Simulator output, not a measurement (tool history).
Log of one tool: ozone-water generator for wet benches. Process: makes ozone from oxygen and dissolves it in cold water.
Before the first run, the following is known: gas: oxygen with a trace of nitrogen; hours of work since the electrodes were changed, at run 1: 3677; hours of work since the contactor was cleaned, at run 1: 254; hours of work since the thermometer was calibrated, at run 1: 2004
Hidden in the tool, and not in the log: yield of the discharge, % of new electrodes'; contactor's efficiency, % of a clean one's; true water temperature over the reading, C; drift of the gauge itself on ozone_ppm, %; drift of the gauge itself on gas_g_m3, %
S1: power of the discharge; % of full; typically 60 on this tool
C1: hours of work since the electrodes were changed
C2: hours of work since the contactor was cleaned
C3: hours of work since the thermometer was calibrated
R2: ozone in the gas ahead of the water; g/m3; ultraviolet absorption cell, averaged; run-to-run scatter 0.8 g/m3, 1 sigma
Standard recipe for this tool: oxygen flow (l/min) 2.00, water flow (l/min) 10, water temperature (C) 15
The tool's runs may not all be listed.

run 1 hour=0.0 | S1=60 oxygen_flow_(l/min)=2.00 water_flow_(l/min)=10 water_temperature_(C)=15 | C1=3677 C2=254 C3=2004 | dissolved_ozone_(ppm)=12.0 R2=110.9
run 2 hour=206.7 | S1=60 oxygen_flow_(l/min)=2.00 water_flow_(l/min)=10 water_temperature_(C)=15 | C1=3838 C2=416 C3=2166 | dissolved_ozone_(ppm)=12.2 R2=110.3
run 3 hour=302.5 | S1=60 oxygen_flow_(l/min)=2.00 water_flow_(l/min)=10 water_temperature_(C)=15 | C1=3913 C2=491 C3=2241 | dissolved_ozone_(ppm)=12.0 R2=110.8
run 4 hour=482.7 | S1=60 oxygen_flow_(l/min)=2.00 water_flow_(l/min)=10 water_temperature_(C)=23 | C1=4054 C2=632 C3=2382 | dissolved_ozone_(ppm)=10.7 R2=108.4
run 5 hour=637.6 | S1=50 oxygen_flow_(l/min)=2.00 water_flow_(l/min)=10 water_temperature_(C)=23 | C1=4175 C2=753 C3=2503 | dissolved_ozone_(ppm)=9.3 R2=95.2
run 6 hour=772.6 | S1=50 oxygen_flow_(l/min)=2.00 water_flow_(l/min)=10 water_temperature_(C)=23 | C1=4281 C2=858 C3=2608 | dissolved_ozone_(ppm)=9.3 R2=94.8
run 7 hour=946.4 | S1=76 oxygen_flow_(l/min)=2.00 water_flow_(l/min)=12 water_temperature_(C)=16 | C1=4417 C2=994 C3=2744 | dissolved_ozone_(ppm)=12.0 R2=127.8
run 8 hour=1055.7 | S1=76 oxygen_flow_(l/min)=2.00 water_flow_(l/min)=12 water_temperature_(C)=16 | C1=4502 C2=1080 C3=2830 | dissolved_ozone_(ppm)=11.8 R2=126.9
-- hour=1066.2 water thermometer calibrated
run 9 hour=1217.4 | S1=76 oxygen_flow_(l/min)=2.00 water_flow_(l/min)=12 water_temperature_(C)=8 | C1=4628 C2=1206 C3=118 | dissolved_ozone_(ppm)=12.8 R2=127.7
run 10 hour=1438.0 | S1=76 oxygen_flow_(l/min)=2.00 water_flow_(l/min)=12 water_temperature_(C)=8 | C1=4801 C2=1378 C3=291 | dissolved_ozone_(ppm)=12.8 R2=127.0
-- hour=1555.7 water thermometer calibrated, once more
run 11 hour=1657.6 | S1=43 oxygen_flow_(l/min)=2.00 water_flow_(l/min)=13 water_temperature_(C)=8 | C1=4972 C2=1550 C3=80 | dissolved_ozone_(ppm)=7.5 R2=81.9
run 12 hour=1838.2 | S1=43 oxygen_flow_(l/min)=2.00 water_flow_(l/min)=13 water_temperature_(C)=8 | C1=5113 C2=1691 C3=221 | dissolved_ozone_(ppm)=7.7 R2=82.9

What if the next run were any one of these 3? Each begins from the tool's condition after run 12:
run A hour=2043.8 | S1=48 oxygen_flow_(l/min)=1.59 water_flow_(l/min)=7 water_temperature_(C)=15 | C1=5274 C2=1851 C3=382 | dissolved_ozone_(ppm)=? R2=?
run B hour=2043.8 | S1=43 oxygen_flow_(l/min)=1.67 water_flow_(l/min)=9 water_temperature_(C)=8 | C1=5274 C2=1851 C3=382 | dissolved_ozone_(ppm)=? R2=?
run C hour=2043.8 | S1=56 oxygen_flow_(l/min)=2.00 water_flow_(l/min)=13 water_temperature_(C)=14 | C1=5274 C2=1851 C3=382 | dissolved_ozone_(ppm)=? R2=?

run=A dissolved_ozone_(ppm)=11.9 R2=96.7
run=B dissolved_ozone_(ppm)=10.0 R2=87.3
run=C dissolved_ozone_(ppm)=8.8 R2=99.1
The same runs, with their run-to-run variation unchanged, on a tool lacking any hidden condition would have given:
run=A dissolved_ozone_(ppm)=13.8 R2=111.7
run=B dissolved_ozone_(ppm)=11.4 R2=99.1
run=C dissolved_ozone_(ppm)=10.6 R2=117.6

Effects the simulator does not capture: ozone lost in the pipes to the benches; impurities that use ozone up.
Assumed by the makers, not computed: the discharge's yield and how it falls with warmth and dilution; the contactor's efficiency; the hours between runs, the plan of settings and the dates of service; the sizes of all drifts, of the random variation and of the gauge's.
